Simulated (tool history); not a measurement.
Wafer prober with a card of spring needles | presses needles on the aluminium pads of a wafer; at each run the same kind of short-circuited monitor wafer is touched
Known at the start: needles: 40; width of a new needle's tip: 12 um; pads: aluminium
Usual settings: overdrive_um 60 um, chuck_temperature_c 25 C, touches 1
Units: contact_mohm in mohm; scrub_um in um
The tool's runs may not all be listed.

run,hour,overdrive_um,chuck_temperature_c,touches,contact_mohm,scrub_um
1,0,60,25,1,343,14.2
# hour 3.9: tips cleaned on abrasive film
2,15.7,60,25,1,312,14.14
# hour 28.5: tips cleaned on abrasive film
3,28.5,60,26,1,234,14.15
4,44.8,60,26,1,329,14.13
# hour 53.4: tips cleaned on abrasive film
5,67.1,60,26,1,319,14.14
# hour 78.5: tips cleaned on abrasive film
6,87.4,60,26,1,291,14.05
# hour 103.7: tips cleaned on abrasive film
7,103.7,60,26,1,237,14.04
8,118.6,60,26,1,318,14.03
# hour 128.5: tips cleaned on abrasive film
9,130.2,60,26,1,247,14.01
10,142.6,60,26,1,315,14.05
# hour 153.4: tips cleaned on abrasive film
11,159.3,60,25,1,280,13.99
# hour 178.9: tips cleaned on abrasive film
12,182.1,60,25,1,257,13.96
13,197.1,60,25,1,343,13.94
# hour 204: tips cleaned on abrasive film
14,210.6,60,25,1,291,13.93
15,225.4,60,25,1,344,13.93
# hour 229.8: tips cleaned on abrasive film
16,241.1,60,25,1,311,13.9
# hour 254.1: tips cleaned on abrasive film
17,264.3,60,25,1,303,13.86
# hour 278.9: tips cleaned on abrasive film
18,283.3,61,32,2,257,14.07
19,293.2,61,32,2,284,14.06
# hour 299.1: height of the first contact set anew
# hour 304.9: tips cleaned on abrasive film
20,310,60,64,1,277,14.17
21,327,42,54,1,456,9.89
# hour 329.2: tips cleaned on abrasive film
22,344.4,77,60,1,290,18.19
# hour 354.3: tips cleaned on abrasive film
23,357.4,57,85,2,256,13.4
24,367.7,57,85,2,288,13.47
# hour 380.2: tips cleaned on abrasive film
25,380.8,57,85,2,247,13.35
26,396.9,57,85,2,307,13.33
# hour 404.6: tips cleaned on abrasive film
27,418.4,60,92,2,292,14.07
# hour 430.6: tips cleaned on abrasive film
28,434.6,60,92,2,264,13.98
29,445.5,52,28,2,302,12.14
# hour 454.9: tips cleaned on abrasive film
30,459.2,60,43,1,262,14.03
31,478.3,60,43,1,354,14.03
# hour 479.6: tips cleaned on abrasive film
32,497.4,60,43,1,351,14.01
# hour 504.7: tips cleaned on abrasive film
33,508.3,60,30,2,244,14
34,523.2,43,33,3,306,9.95

Forecast each of these 4 alternatives for the next run:
# hour 530.6: tips cleaned on abrasive film
A,543.4,43,85,3,?,?
# hour 530.6: tips cleaned on abrasive film
B,543.4,60,25,2,?,?
# hour 530.6: tips cleaned on abrasive film
C,543.4,60,31,1,?,?
# hour 530.6: tips cleaned on abrasive film
D,543.4,60,59,1,?,?

run,contact_mohm,scrub_um
A,303,9.86
B,284,13.94
C,324,13.94
D,323,14
Without the tool's hidden state the same runs would have given:
run,contact_mohm,scrub_um
A,242,10.11
B,223,14.19
C,225,14.19
D,228,14.25

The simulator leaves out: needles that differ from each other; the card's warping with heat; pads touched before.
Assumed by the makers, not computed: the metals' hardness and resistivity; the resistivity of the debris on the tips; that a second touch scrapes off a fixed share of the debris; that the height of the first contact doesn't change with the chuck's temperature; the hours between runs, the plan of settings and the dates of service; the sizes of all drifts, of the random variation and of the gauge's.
